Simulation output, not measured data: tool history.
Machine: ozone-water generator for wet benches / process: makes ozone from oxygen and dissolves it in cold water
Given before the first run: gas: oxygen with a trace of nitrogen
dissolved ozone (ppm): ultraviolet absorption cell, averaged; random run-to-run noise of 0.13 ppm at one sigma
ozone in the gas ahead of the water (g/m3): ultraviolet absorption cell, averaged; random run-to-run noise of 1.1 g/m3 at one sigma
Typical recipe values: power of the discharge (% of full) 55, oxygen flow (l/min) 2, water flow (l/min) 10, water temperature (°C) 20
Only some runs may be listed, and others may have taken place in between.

| run | day | power of the discharge (% of full) | oxygen flow (l/min) | water flow (l/min) | water temperature (°C) | dissolved ozone (ppm) | ozone in the gas ahead of the water (g/m3) |
|---|---|---|---|---|---|---|---|
| 1 | 0 | 55 | 2 | 10 | 20 | 12.4 | 185.6 |
| 2 | 6.221 | 74 | 2 | 10 | 20 | 15.6 | 232.7 |
| 3 | 12.796 | 74 | 2 | 10 | 20 | 15.8 | 234 |
| 4 | 18.3 | 55 | 2 | 10 | 20 | 12.7 | 187.8 |
| 5 | 21.288 | 55 | 2 | 10 | 20 | 12.5 | 185.5 |
| 6 | 27.296 | 55 | 2 | 10 | 20 | 12.5 | 187.9 |
| 7 | 33.788 | 55 | 2 | 9 | 20 | 14.1 | 185.8 |
| 8 | 39.708 | 55 | 2 | 9 | 20 | 13.9 | 187.1 |
| 9 | 45.188 | 55 | 2 | 9 | 20 | 13.9 | 186.9 |
| 10 | 50.925 | 55 | 2 | 9 | 20 | 13.9 | 187.3 |
| 11 | 56.779 | 64 | 1.28 | 10 | 20 | 13.8 | 276 |
| 12 | 60.575 | 64 | 1.28 | 10 | 20 | 14 | 274.6 |

Results per run with the tool's hidden condition removed, run-to-run variation unchanged:
Hidden state at play: yield of the discharge, % of new electrodes'; contactor's efficiency, % of a clean one's; true water temperature over the reading, C; drift of the gauge itself on ozone_ppm, %; drift of the gauge itself on gas_g_m3, %.
| run | ozone in the gas ahead of the water (g/m3) |
|---|---|
| 1 | 185.7 |
| 2 | 232.6 |
| 3 | 233.6 |
| 4 | 187.4 |
| 5 | 185 |
| 6 | 187.3 |
| 7 | 185 |
| 8 | 186.1 |
| 9 | 185.8 |
| 10 | 186 |
| 11 | 273.9 |
| 12 | 272.3 |
dissolved ozone (ppm): differs from the measured result by no more than 0.1 in any run.
